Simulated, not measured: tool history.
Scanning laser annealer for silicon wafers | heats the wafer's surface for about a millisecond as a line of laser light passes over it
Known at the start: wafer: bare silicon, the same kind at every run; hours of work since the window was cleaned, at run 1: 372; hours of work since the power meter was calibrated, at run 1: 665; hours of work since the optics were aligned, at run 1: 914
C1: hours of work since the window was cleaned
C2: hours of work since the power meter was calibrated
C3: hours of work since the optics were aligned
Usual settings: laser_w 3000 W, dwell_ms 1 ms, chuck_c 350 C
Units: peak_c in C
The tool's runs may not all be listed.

Run 1, day 0: usual settings; C1 372; C2 665; C3 914. Result: peak_c 1093 C.
Run 2, day 0.817: usual settings; C1 388; C2 680; C3 930. Result: peak_c 1094 C.
Run 3, day 1.604: usual settings; C1 403; C2 695; C3 945. Result: peak_c 1095 C.
Run 4, day 2.367: usual settings; C1 417; C2 710; C3 959. Result: peak_c 1095 C.
Run 5, day 3.196: usual settings; C1 433; C2 725; C3 975. Result: peak_c 1096 C.
Run 6, day 3.842: usual settings; C1 445; C2 738; C3 987. Result: peak_c 1096 C.
Run 7, day 4.717: usual settings; C1 462; C2 754; C3 1004. Result: peak_c 1092 C.
Run 8, day 5.117: usual settings but dwell_ms 0.77 ms; C1 469; C2 762; C3 1011. Result: peak_c 1007 C.
Run 9, day 5.838: usual settings but dwell_ms 0.94 ms; C1 483; C2 775; C3 1025. Result: peak_c 1075 C.
Run 10, day 6.525: usual settings but dwell_ms 0.94 ms; C1 496; C2 789; C3 1038. Result: peak_c 1071 C.
Run 11, day 7.362: usual settings but dwell_ms 0.94 ms; C1 512; C2 804; C3 1054. Result: peak_c 1077 C.
Run 12, day 8.004: usual settings but dwell_ms 0.94 ms; C1 524; C2 817; C3 1066. Result: peak_c 1072 C.
Run 13, day 8.575: usual settings but dwell_ms 0.94 ms; C1 535; C2 827; C3 1077. Result: peak_c 1074 C.
Run 14, day 9.317: usual settings but dwell_ms 0.94 ms; C1 549; C2 841; C3 1091. Result: peak_c 1073 C.
Run 15, day 10.175: usual settings but dwell_ms 0.94 ms; C1 565; C2 858; C3 1107. Result: peak_c 1076 C.
Run 16, day 10.733: usual settings but dwell_ms 0.94 ms; C1 576; C2 868; C3 1118. Result: peak_c 1073 C.
At day 11.658: window over the wafer cleaned.
Run 17, day 11.708: usual settings but laser_w 2936 W; C1 1; C2 885; C3 1135. Result: peak_c 1077 C.
Run 18, day 12.262: usual settings; C1 11; C2 896; C3 1145. Result: peak_c 1097 C.
Run 19, day 12.817: usual settings; C1 22; C2 906; C3 1156. Result: peak_c 1095 C.
Run 20, day 13.408: usual settings; C1 33; C2 917; C3 1167. Result: peak_c 1095 C.
Run 21, day 13.938: usual settings; C1 43; C2 927; C3 1177. Result: peak_c 1098 C.
Run 22, day 14.804: usual settings; C1 60; C2 944; C3 1193. Result: peak_c 1097 C.
Run 23, day 15.567: usual settings but laser_w 3255 W, chuck_c 342 C; C1 74; C2 958; C3 1208. Result: peak_c 1160 C.
Run 24, day 16.125: usual settings but laser_w 3300 W, chuck_c 346 C; C1 85; C2 969; C3 1218. Result: peak_c 1172 C.
Run 25, day 16.625: usual settings but dwell_ms 1.08 ms, chuck_c 354 C; C1 94; C2 978; C3 1228. Result: peak_c 1130 C.
Run 26, day 17.054: usual settings but laser_w 3220 W, dwell_ms 1.12 ms, chuck_c 370 C; C1 102; C2 987; C3 1236. Result: peak_c 1228 C.
Run 27, day 17.492: usual settings but laser_w 3220 W, dwell_ms 1.12 ms, chuck_c 370 C; C1 111; C2 995; C3 1244. Result: peak_c 1221 C.
Run 28, day 17.925: usual settings but laser_w 2556 W, dwell_ms 0.71 ms, chuck_c 320 C; C1 119; C2 1003; C3 1252. Result: peak_c 849 C.
Run 29, day 18.754: usual settings but laser_w 2556 W, dwell_ms 0.71 ms, chuck_c 320 C; C1 135; C2 1019; C3 1268. Result: peak_c 846 C.
Run 30, day 19.229: usual settings but laser_w 2990 W, dwell_ms 0.91 ms, chuck_c 354 C; C1 144; C2 1028; C3 1277. Result: peak_c 1063 C.
Run 31, day 19.967: usual settings but laser_w 3209 W, dwell_ms 1.14 ms, chuck_c 354 C; C1 158; C2 1042; C3 1291. Result: peak_c 1212 C.
Run 32, day 20.371: usual settings but laser_w 3209 W, dwell_ms 1.14 ms, chuck_c 354 C; C1 165; C2 1049; C3 1299. Result: peak_c 1213 C.
Run 33, day 20.888: usual settings but laser_w 3188 W, dwell_ms 0.76 ms, chuck_c 333 C; C1 175; C2 1059; C3 1309. Result: peak_c 1031 C.
Run 34, day 21.383: usual settings but laser_w 3289 W, dwell_ms 0.81 ms; C1 184; C2 1069; C3 1318. Result: peak_c 1096 C.
Run 35, day 21.896: usual settings but laser_w 3087 W; C1 194; C2 1078; C3 1328. Result: peak_c 1117 C.
Run 36, day 22.625: usual settings but laser_w 2728 W, dwell_ms 0.78 ms; C1 208; C2 1092; C3 1342. Result: peak_c 946 C.
Run 37, day 23.033: usual settings but laser_w 2728 W, dwell_ms 0.78 ms; C1 216; C2 1100; C3 1349. Result: peak_c 944 C.
Run 38, day 23.604: usual settings but laser_w 2728 W, dwell_ms 0.78 ms; C1 226; C2 1111; C3 1360. Result: peak_c 943 C.
Run 39, day 24.292: usual settings but laser_w 2728 W, dwell_ms 0.78 ms; C1 239; C2 1124; C3 1373. Result: peak_c 945 C.
Run 40, day 25.017: usual settings but laser_w 2728 W, dwell_ms 0.78 ms; C1 253; C2 1138; C3 1387. Result: peak_c 942 C.

Forecast each of these 3 alternatives for the next run:
Run A, day 25.579: usual settings but laser_w 2573 W, dwell_ms 0.78 ms; C1 264; C2 1148; C3 1398. Result: peak_c ?.
Run B, day 25.579: usual settings but chuck_c 315 C; C1 264; C2 1148; C3 1398. Result: peak_c ?.
Run C, day 25.579: usual settings but laser_w 3029 W, dwell_ms 0.9 ms; C1 264; C2 1148; C3 1398. Result: peak_c ?.

run  peak_c
  A     907
  B    1058
  C    1063
Without the tool's hidden state the same runs would have given:
run  peak_c
  A     907
  B    1059
  C    1064
